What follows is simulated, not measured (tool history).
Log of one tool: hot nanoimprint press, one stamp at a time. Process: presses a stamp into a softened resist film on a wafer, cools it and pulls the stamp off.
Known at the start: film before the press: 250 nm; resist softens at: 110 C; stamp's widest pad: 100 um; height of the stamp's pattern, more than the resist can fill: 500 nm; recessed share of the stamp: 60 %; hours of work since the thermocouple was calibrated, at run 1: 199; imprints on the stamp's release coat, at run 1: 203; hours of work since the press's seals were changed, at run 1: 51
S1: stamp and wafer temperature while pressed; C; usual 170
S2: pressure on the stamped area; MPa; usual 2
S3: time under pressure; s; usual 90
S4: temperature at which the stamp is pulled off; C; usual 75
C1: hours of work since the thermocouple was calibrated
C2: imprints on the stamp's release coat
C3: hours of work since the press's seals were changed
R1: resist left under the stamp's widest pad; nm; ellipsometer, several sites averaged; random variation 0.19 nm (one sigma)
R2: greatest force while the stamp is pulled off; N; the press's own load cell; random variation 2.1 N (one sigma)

run   hour   S1    S2   S3  S4   C1    C2   C3     R1   R2
  1      0  170     2   90  75  199   203   51  146.5  102
  2     59  170     2  170  75  236   348   88  116.8   99
  3   99.8  170     2   90  75  261   449  114  146.2  109
  4  178.4  170     2   90  75  310   643  163  145.7  118
       194  -- plate thermocouple calibrated
  5  227.6  170     2   90  75   21   757  192  146.5  115
  6  306.2  170     2   90  75   70   951  241  146.5  123
  7  358.8  170     2   90  75  103  1081  274  146.1  128
  8  400.9  170     2   90  75  129  1185  300  146.1  131
  9  457.5  170     2   90  75  165  1324  335  145.7  134
 10  528.5  170     2   73  71  209  1499  380  155.2  151
 11  597.2  170     2   73  71  252  1669  423  155.3  160
 12  667.1  180  3.18   73  73  296  1841  466   91.7  163
     704.3  -- plate thermocouple calibrated
 13  731.7  180  3.18   73  73   17  1993  505   93.9  167
 14  818.2  180  1.91   73  72   71  2207  559  115.7  177
 15  855.9  180  1.91   73  72   95  2300  583  115.5  185

5 ways to go on from here, each from the tool as it stands after run 15. What would each give?
     873.4  -- stamp cleaned and given a new release coat
  A  925.1  170     2  166  70  134  128  622   ?   ?
     873.4  -- stamp cleaned and given a new release coat
  B  925.1  170     2  155  75  134  128  622   ?   ?
     873.4  -- stamp cleaned and given a new release coat
  C  925.1  173     2  116  82  134  128  622   ?   ?
     873.4  -- stamp cleaned and given a new release coat
  D  925.1  174  1.91   73  64  134  128  622   ?   ?
     873.4  -- stamp cleaned and given a new release coat
  E  925.1  170     2  107  71  134  128  622   ?   ?

run     R1   R2
  A  118.3  106
  B  121.4   97
  C  121.6   80
  D  140.6  122
  E  138.7  108
Without the tool's hidden state the same runs would have given:
run     R1   R2
  A  118.8  103
  B  121.9   94
  C  122.1   78
  D  141.1  118
  E  139.3  104
